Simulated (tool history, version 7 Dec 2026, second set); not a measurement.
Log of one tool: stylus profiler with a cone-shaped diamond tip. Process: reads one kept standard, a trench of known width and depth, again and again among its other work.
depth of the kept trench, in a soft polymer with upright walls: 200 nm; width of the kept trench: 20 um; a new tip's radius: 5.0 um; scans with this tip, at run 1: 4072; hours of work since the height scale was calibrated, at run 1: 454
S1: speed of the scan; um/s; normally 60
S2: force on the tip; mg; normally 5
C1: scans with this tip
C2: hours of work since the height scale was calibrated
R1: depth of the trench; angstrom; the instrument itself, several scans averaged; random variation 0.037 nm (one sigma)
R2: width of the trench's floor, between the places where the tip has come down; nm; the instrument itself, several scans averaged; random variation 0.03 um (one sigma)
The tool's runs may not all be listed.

Run 1, hour 0: usual settings; C1 4072; C2 454. Result: R1 2052.9 angstrom, R2 16950 nm.
Run 2, hour 81.3: usual settings but S2 1.77 mg; C1 4417; C2 493. Result: R1 2026 angstrom, R2 16830 nm.
Run 3, hour 141.8: usual settings but S2 1.77 mg; C1 4674; C2 521. Result: R1 2025.9 angstrom, R2 16860 nm.
Run 4, hour 186.4: usual settings but S2 2.39 mg; C1 4863; C2 542. Result: R1 2032.4 angstrom, R2 16870 nm.
Run 5, hour 235.5: usual settings but S2 2.39 mg; C1 5072; C2 566. Result: R1 2032.6 angstrom, R2 16920 nm.
Run 6, hour 269.2: usual settings but S2 6.16 mg; C1 5215; C2 581. Result: R1 2061.5 angstrom, R2 16980 nm.
Run 7, hour 339.1: usual settings but S2 6.16 mg; C1 5512; C2 615. Result: R1 2061.1 angstrom, R2 17030 nm.
Run 8, hour 388.1: usual settings but S2 6.16 mg; C1 5720; C2 638. Result: R1 2062 angstrom, R2 16960 nm.
Run 9, hour 468.3: usual settings but S2 6.16 mg; C1 6060; C2 676. Result: R1 2061.6 angstrom, R2 17020 nm.
Run 10, hour 533.8: usual settings; C1 6339; C2 707. Result: R1 2052.6 angstrom, R2 16960 nm.
Run 11, hour 605.1: usual settings but S2 1.71 mg; C1 6641; C2 741. Result: R1 2025.3 angstrom, R2 16810 nm.
Run 12, hour 650.7: usual settings but S2 1.71 mg; C1 6835; C2 762. Result: R1 2026.1 angstrom, R2 16840 nm.
Run 13, hour 684.5: usual settings but S2 1.71 mg; C1 6979; C2 778. Result: R1 2025.6 angstrom, R2 16860 nm.
Run 14, hour 723.8: usual settings; C1 7146; C2 797. Result: R1 2053.2 angstrom, R2 16990 nm.
Run 15, hour 768: usual settings; C1 7333; C2 818. Result: R1 2053.5 angstrom, R2 17010 nm.
Run 16, hour 823.2: usual settings but S2 3.21 mg; C1 7567; C2 844. Result: R1 2039.9 angstrom, R2 16920 nm.
Run 17, hour 894.5: usual settings but S2 7.24 mg; C1 7870; C2 878. Result: R1 2068.6 angstrom, R2 17010 nm.
Run 18, hour 959.1: usual settings but S2 3.81 mg; C1 8145; C2 908. Result: R1 2045.2 angstrom, R2 16960 nm.
Run 19, hour 997.1: usual settings; C1 8306; C2 926. Result: R1 2053.4 angstrom, R2 16970 nm.
Run 20, hour 1047.1: usual settings; C1 8518; C2 950. Result: R1 2054.1 angstrom, R2 17010 nm.
Run 21, hour 1108.9: usual settings but S1 66 um/s, S2 2.58 mg; C1 8781; C2 979. Result: R1 2034.2 angstrom, R2 16920 nm.
Run 22, hour 1174.4: usual settings but S1 15 um/s, S2 2.14 mg; C1 9059; C2 1010. Result: R1 2030.5 angstrom, R2 17080 nm.
Run 23, hour 1214.4: usual settings but S1 15 um/s, S2 2.14 mg; C1 9229; C2 1029. Result: R1 2030.4 angstrom, R2 17060 nm.
Run 24, hour 1260.2: usual settings but S1 15 um/s, S2 2.14 mg; C1 9424; C2 1051. Result: R1 2030.3 angstrom, R2 17080 nm.
Run 25, hour 1330: usual settings but S2 10.71 mg; C1 9720; C2 1084. Result: R1 2089.3 angstrom, R2 17050 nm.
At hour 1358.2: height scale calibrated on a step standard.
Run 26, hour 1373.3: usual settings but S1 20 um/s, S2 10.71 mg; C1 9902; C2 7. Result: R1 2088.6 angstrom, R2 17150 nm.
Run 27, hour 1437: usual settings but S1 20 um/s, S2 10.71 mg; C1 10172; C2 37. Result: R1 2088.9 angstrom, R2 17180 nm.
Run 28, hour 1505.1: usual settings but S1 231 um/s; C1 10461; C2 70. Result: R1 2053.4 angstrom, R2 16280 nm.
Run 29, hour 1557.9: usual settings but S1 34 um/s, S2 9.2 mg; C1 10685; C2 95. Result: R1 2080.4 angstrom, R2 17130 nm.
Run 30, hour 1592.1: usual settings but S1 88 um/s, S2 13.55 mg; C1 10831; C2 111. Result: R1 2104.5 angstrom, R2 17060 nm.
Run 31, hour 1655.4: usual settings but S1 27 um/s, S2 2.97 mg; C1 11099; C2 141. Result: R1 2038 angstrom, R2 17130 nm.
Run 32, hour 1698.1: usual settings but S1 20 um/s, S2 4.31 mg; C1 11281; C2 161. Result: R1 2048.7 angstrom, R2 17070 nm.
Run 33, hour 1778.3: usual settings but S1 125 um/s, S2 1.89 mg; C1 11621; C2 199. Result: R1 2028.4 angstrom, R2 16470 nm.
Run 34, hour 1858.1: usual settings but S1 125 um/s, S2 1.89 mg; C1 11960; C2 237. Result: R1 2027.7 angstrom, R2 16460 nm.
Run 35, hour 1901.1: usual settings but S1 125 um/s, S2 2.57 mg; C1 12143; C2 257. Result: R1 2033.4 angstrom, R2 16550 nm.
Run 36, hour 1943.6: usual settings but S1 25 um/s, S2 11.84 mg; C1 12323; C2 277. Result: R1 2094.9 angstrom, R2 17100 nm.
Run 37, hour 1982.2: usual settings but S1 102 um/s, S2 11.03 mg; C1 12487; C2 295. Result: R1 2090.7 angstrom, R2 16980 nm.
Run 38, hour 2027.3: usual settings but S1 102 um/s, S2 11.03 mg; C1 12679; C2 317. Result: R1 2091.5 angstrom, R2 16910 nm.
Run 39, hour 2060.1: usual settings but S1 102 um/s, S2 2.53 mg; C1 12818; C2 332. Result: R1 2033.4 angstrom, R2 16620 nm.
Run 40, hour 2118.8: usual settings but S2 2.53 mg; C1 13067; C2 360. Result: R1 2033.4 angstrom, R2 16880 nm.

Consider 4 possible next runs. They are alternatives, not a sequence: every one starts from the tool as it was left by run 40. What does each give?
Run A, hour 2190.2: usual settings but S2 7.3 mg; C1 13371; C2 394. Result: R1 ?, R2 ?.
Run B, hour 2190.2: usual settings but S1 18 um/s, S2 10.58 mg; C1 13371; C2 394. Result: R1 ?, R2 ?.
Run C, hour 2190.2: usual settings but S1 55 um/s, S2 2.53 mg; C1 13371; C2 394. Result: R1 ?, R2 ?.
Run D, hour 2190.2: usual settings but S2 2.07 mg; C1 13371; C2 394. Result: R1 ?, R2 ?.

run      R1     R2
  A  2069.3  17030
  B  2088.9  17100
  C  2034.4  16820
  D  2029.1  16860
Take away the tool's hidden state, keep each run's random variation, and the runs would have read:
run      R1     R2
  A  2069.3  17050
  B  2088.9  17120
  C  2034.4  16830
  D  2029.1  16870
